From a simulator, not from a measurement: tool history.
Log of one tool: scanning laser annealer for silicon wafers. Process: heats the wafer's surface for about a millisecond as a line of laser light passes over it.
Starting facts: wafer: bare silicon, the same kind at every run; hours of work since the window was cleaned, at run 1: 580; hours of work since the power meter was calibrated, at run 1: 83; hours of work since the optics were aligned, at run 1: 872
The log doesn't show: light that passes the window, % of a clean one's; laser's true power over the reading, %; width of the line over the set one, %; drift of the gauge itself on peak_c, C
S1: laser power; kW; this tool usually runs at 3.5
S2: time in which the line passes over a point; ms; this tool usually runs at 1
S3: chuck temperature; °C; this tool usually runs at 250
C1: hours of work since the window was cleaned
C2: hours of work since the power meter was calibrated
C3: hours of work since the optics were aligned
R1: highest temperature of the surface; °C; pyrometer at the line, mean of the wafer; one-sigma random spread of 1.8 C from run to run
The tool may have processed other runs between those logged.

run   hour     S1    S2   S3   C1   C2    C3    R1
  1      0    3.5     1  250  580   83   872   991
  2    6.5    3.5     1  250  584   87   876   989
  3   14.7  3.695     1  250  589   92   881  1033
  4   23.6  3.695     1  250  595   97   887  1032
  5   33.2  3.695     1  250  600  103   892  1032
  6   40.7  3.695     1  250  605  107   897  1033
  7     49  3.695     1  250  610  112   902  1029
  8   53.4    3.5     1  250  612  115   904   986
  9   59.7    3.5     1  250  616  119   908   989
 10   65.1    3.5     1  282  619  122   911  1020
 11     70    3.5     1  282  622  125   914  1022
 12   74.1  3.354     1  250  625  127   917   959
 13   84.2  3.354     1  250  631  133   923   955
      88.6  -- window over the wafer cleaned
 14   93.4  3.354     1  250    3  138   927   982
 15   99.8  3.354     1  250    7  141   931   977
 16  107.2  3.354     1  250   11  146   936   981
 17  111.3    3.5     1  250   14  148   938  1010
 18    119    3.5  0.86  250   18  153   943   960
 19  126.3    3.5  0.86  250   23  157   947   963
 20  130.4    3.5  0.86  250   25  160   950   960
 21  140.3    3.5  0.86  250   31  166   955   959
 22  150.4    3.5  0.86  250   37  172   962   960
 23  157.4  3.092  0.74  255   41  176   966   839
 24  165.5  3.092  0.74  255   46  181   971   837
 25  170.3  3.673  0.87  232   49  184   973   981
 26  179.4  3.673  0.87  232   54  189   979   983
 27  184.5  3.673  0.87  232   58  192   982   982
 28  194.1  3.222  0.96  250   63  198   988   933
 29  198.7    3.5  0.79  232   66  201   991   913
 30  205.3    3.5  0.79  232   70  205   994   920
 31  212.2  3.626  1.07  287   74  209   999  1102
 32    220    3.5  0.93  250   79  214  1003   988
 33  227.4   3.65  0.82  232   83  218  1008   956
 34  236.9   3.65   0.8  245   89  224  1013   963

Expected results for the next run?
 35   245  3.65  0.8  245  94  229  1018   ?

For run 35 the tool returned R1 959 °C.
Had the tool carried no hidden state, the very same run would have given R1 974 °C.
